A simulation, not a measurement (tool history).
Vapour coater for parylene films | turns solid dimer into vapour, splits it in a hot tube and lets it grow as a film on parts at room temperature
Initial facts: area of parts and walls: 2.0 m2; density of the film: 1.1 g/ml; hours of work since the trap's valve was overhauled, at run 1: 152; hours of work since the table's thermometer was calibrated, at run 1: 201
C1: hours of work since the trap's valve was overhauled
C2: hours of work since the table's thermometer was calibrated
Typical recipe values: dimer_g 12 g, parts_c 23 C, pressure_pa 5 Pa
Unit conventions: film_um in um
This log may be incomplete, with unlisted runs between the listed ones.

{"run": 1, "hour": 0.0, "dimer_g": 12, "parts_c": 23, "pressure_pa": 5, "C1": 152, "C2": 201, "film_um": 2.97}
{"run": 2, "hour": 38.0, "dimer_g": 12, "parts_c": 23, "pressure_pa": 5, "C1": 170, "C2": 218, "film_um": 2.97}
{"run": 3, "hour": 104.1, "dimer_g": 12, "parts_c": 23, "pressure_pa": 5, "C1": 200, "C2": 248, "film_um": 2.99}
{"run": 4, "hour": 174.9, "dimer_g": 12, "parts_c": 23, "pressure_pa": 5, "C1": 232, "C2": 280, "film_um": 2.97}
{"run": 5, "hour": 239.9, "dimer_g": 12, "parts_c": 23, "pressure_pa": 5.03, "C1": 261, "C2": 309, "film_um": 2.95}
{"run": 6, "hour": 323.6, "dimer_g": 12, "parts_c": 23, "pressure_pa": 5.03, "C1": 299, "C2": 347, "film_um": 2.91}
{"run": 7, "hour": 391.4, "dimer_g": 12, "parts_c": 23, "pressure_pa": 5.03, "C1": 330, "C2": 378, "film_um": 2.95}
{"run": 8, "hour": 428.0, "dimer_g": 12, "parts_c": 23, "pressure_pa": 5.03, "C1": 347, "C2": 395, "film_um": 2.91}
{"run": 9, "hour": 485.2, "dimer_g": 12, "parts_c": 23, "pressure_pa": 5.03, "C1": 373, "C2": 421, "film_um": 2.88}
{"run": 10, "hour": 550.1, "dimer_g": 17, "parts_c": 23, "pressure_pa": 5.03, "C1": 402, "C2": 450, "film_um": 4.13}
{"hour": 577.8, "done": "trap's valve overhauled"}
{"run": 11, "hour": 628.7, "dimer_g": 12, "parts_c": 23, "pressure_pa": 7.98, "C1": 23, "C2": 484, "film_um": 2.69}
{"run": 12, "hour": 702.4, "dimer_g": 12, "parts_c": 28, "pressure_pa": 2.59, "C1": 57, "C2": 518, "film_um": 2.93}
{"run": 13, "hour": 758.0, "dimer_g": 14, "parts_c": 29, "pressure_pa": 5, "C1": 82, "C2": 543, "film_um": 2.95}
{"hour": 810.1, "done": "trap's valve overhauled, once more"}
{"run": 14, "hour": 828.0, "dimer_g": 14, "parts_c": 29, "pressure_pa": 5, "C1": 8, "C2": 573, "film_um": 3.09}
{"run": 15, "hour": 891.7, "dimer_g": 7, "parts_c": 19, "pressure_pa": 4.96, "C1": 37, "C2": 602, "film_um": 1.96}
{"run": 16, "hour": 960.8, "dimer_g": 8, "parts_c": 15, "pressure_pa": 4.07, "C1": 68, "C2": 633, "film_um": 2.41}
{"run": 17, "hour": 1011.1, "dimer_g": 8, "parts_c": 32, "pressure_pa": 2.49, "C1": 91, "C2": 656, "film_um": 1.89}
{"run": 18, "hour": 1094.8, "dimer_g": 9, "parts_c": 20, "pressure_pa": 6.2, "C1": 129, "C2": 694, "film_um": 2.31}
{"run": 19, "hour": 1141.8, "dimer_g": 13, "parts_c": 17, "pressure_pa": 2.06, "C1": 151, "C2": 715, "film_um": 4.33}
{"run": 20, "hour": 1202.7, "dimer_g": 12, "parts_c": 32, "pressure_pa": 2.04, "C1": 178, "C2": 743, "film_um": 2.97}

What does the tool deliver on the next run?
{"run": 21, "hour": 1269.1, "dimer_g": 6, "parts_c": 32, "pressure_pa": 2.04, "C1": 208, "C2": 773, "film_um": "?"}

{"run 21": {"film_um": 1.47}}
With no hidden state in the tool, this same run would have given film_um 1.53 um.

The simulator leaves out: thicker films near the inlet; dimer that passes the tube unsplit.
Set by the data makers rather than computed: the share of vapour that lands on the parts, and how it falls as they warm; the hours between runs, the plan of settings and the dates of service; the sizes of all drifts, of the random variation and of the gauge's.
